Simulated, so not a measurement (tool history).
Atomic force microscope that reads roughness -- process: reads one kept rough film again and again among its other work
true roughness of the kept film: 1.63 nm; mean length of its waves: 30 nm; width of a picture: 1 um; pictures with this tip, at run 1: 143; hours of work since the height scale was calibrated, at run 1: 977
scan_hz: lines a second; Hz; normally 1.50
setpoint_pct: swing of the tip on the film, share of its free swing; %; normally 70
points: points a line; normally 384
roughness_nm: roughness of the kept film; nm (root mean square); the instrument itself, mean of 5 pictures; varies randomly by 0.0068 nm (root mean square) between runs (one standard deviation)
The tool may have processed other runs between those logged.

run	hour	scan_hz	setpoint_pct	points	pictures with this tip	hours of work since the height scale was calibrated	roughness_nm
1	0.0	1.50	70	384	143	977	1.277
2	35.5	1.50	70	384	225	1004	1.248
# hour 58.6: new tip fitted
3	92.7	1.50	70	384	79	1047	1.325
4	159.4	1.50	70	384	233	1097	1.242
# hour 181.1: new tip fitted
5	227.3	1.50	70	384	107	1148	1.292
6	271.6	1.50	70	384	209	1182	1.255
# hour 305.2: new tip fitted
7	350.8	1.71	70	384	105	1241	1.293
# hour 428.0: new tip fitted
8	428.9	1.50	70	337	2	1300	1.352
9	470.7	1.50	70	337	99	1331	1.281
10	525.3	1.50	70	337	225	1373	1.244
# hour 551.6: new tip fitted
11	603.1	1.50	70	337	119	1431	1.299
12	646.8	1.50	70	337	221	1464	1.241
# hour 672.4: new tip fitted
13	718.2	1.50	70	337	105	1517	1.295
14	784.7	1.50	70	465	259	1568	1.222
# hour 792.4: new tip fitted
15	852.6	1.50	73	384	139	1618	1.256
16	897.2	1.50	73	384	242	1652	1.205
# hour 918.3: new tip fitted
17	960.2	1.50	73	384	96	1699	1.276
18	1006.3	1.50	73	384	203	1734	1.234
# hour 1040.7: new tip fitted
19	1064.5	1.50	73	384	55	1778	1.287
20	1108.2	1.50	73	384	156	1811	1.233
# hour 1160.9: new tip fitted
21	1172.3	1.50	64	384	27	1859	1.363
22	1245.9	1.50	70	384	197	1914	1.234
# hour 1283.4: new tip fitted
23	1306.7	1.50	70	384	54	1960	1.316
24	1358.3	1.50	70	384	174	1999	1.247
# hour 1405.4: new tip fitted
25	1432.5	1.50	70	384	63	2054	1.295
# hour 1459.7: height scale calibrated on a step standard
26	1474.4	1.50	78	384	158	11	1.239
# hour 1530.5: new tip fitted
27	1533.2	1.63	73	447	6	55	1.343
28	1600.6	2.24	82	400	162	106	1.116
# hour 1655.7: new tip fitted
29	1679.9	1.29	83	384	56	166	1.266
30	1758.3	1.18	83	384	238	225	1.208
# hour 1777.0: new tip fitted
31	1793.0	0.71	82	399	36	250	1.356
32	1847.4	0.71	82	399	162	292	1.297
# hour 1899.3: new tip fitted
33	1925.1	0.71	82	399	60	350	1.352
34	2002.9	0.66	71	640	240	409	1.331
# hour 2025.1: new tip fitted
35	2050.0	1.50	69	384	58	444	1.341
36	2082.6	1.50	69	384	133	468	1.311
# hour 2150.1: new tip fitted
37	2154.6	2.55	88	819	10	522	1.058
38	2232.0	2.55	88	819	189	581	0.982
# hour 2272.3: new tip fitted
39	2275.0	0.57	82	384	6	613	1.398
40	2334.9	0.57	82	384	145	658	1.329
41	2388.4	0.57	82	384	268	698	1.273
# hour 2394.8: new tip fitted
42	2429.0	1.58	63	475	79	729	1.363
43	2472.1	0.63	60	386	179	761	1.365
44	2503.7	0.61	55	843	252	785	1.364
# hour 2515.4: new tip fitted
45	2538.2	1.50	84	323	53	811	1.226
46	2577.8	0.65	90	529	144	841	1.293
47	2633.2	1.50	88	384	272	883	1.087
# hour 2639.3: new tip fitted
48	2696.4	1.50	88	384	132	930	1.135
49	2743.9	1.50	88	384	242	966	1.111

Below, some changes in roughness_nm between adjacent runs. For each, the amount present without the hidden state too (settings, incoming material, random variation) and the amount remaining for the hidden state with gauge scatter not shared by both compared results:
The tool's hidden condition here consists of: radius of the tip, nm; height scale over the true one, %; drift of the gauge itself on roughness_nm, %.
Run 27 -> 28: scan_hz 1.63 -> 2.24, setpoint_pct 73 -> 82, points 447 -> 400. roughness_nm -0.227 nm (root mean square): hidden state -0.065, all else -0.162.
Run 30 -> 31: scan_hz 1.18 -> 0.71, setpoint_pct 83 -> 82, points 384 -> 399, new tip fitted. roughness_nm +0.148 nm (root mean square): hidden state +0.081, all else +0.067.
Run 36 -> 37: scan_hz 1.50 -> 2.55, setpoint_pct 69 -> 88, points 384 -> 819, new tip fitted. roughness_nm -0.253 nm (root mean square): hidden state +0.066, all else -0.319.
Run 38 -> 39: scan_hz 2.55 -> 0.57, setpoint_pct 88 -> 82, points 819 -> 384, new tip fitted. roughness_nm +0.416 nm (root mean square): hidden state +0.068, all else +0.348.
Run 41 -> 42: scan_hz 0.57 -> 1.58, setpoint_pct 82 -> 63, points 384 -> 475, new tip fitted. roughness_nm +0.090 nm (root mean square): hidden state +0.084, all else +0.006.
Run 44 -> 45: scan_hz 0.61 -> 1.50, setpoint_pct 55 -> 84, points 843 -> 323, new tip fitted. roughness_nm -0.138 nm (root mean square): hidden state +0.104, all else -0.242.
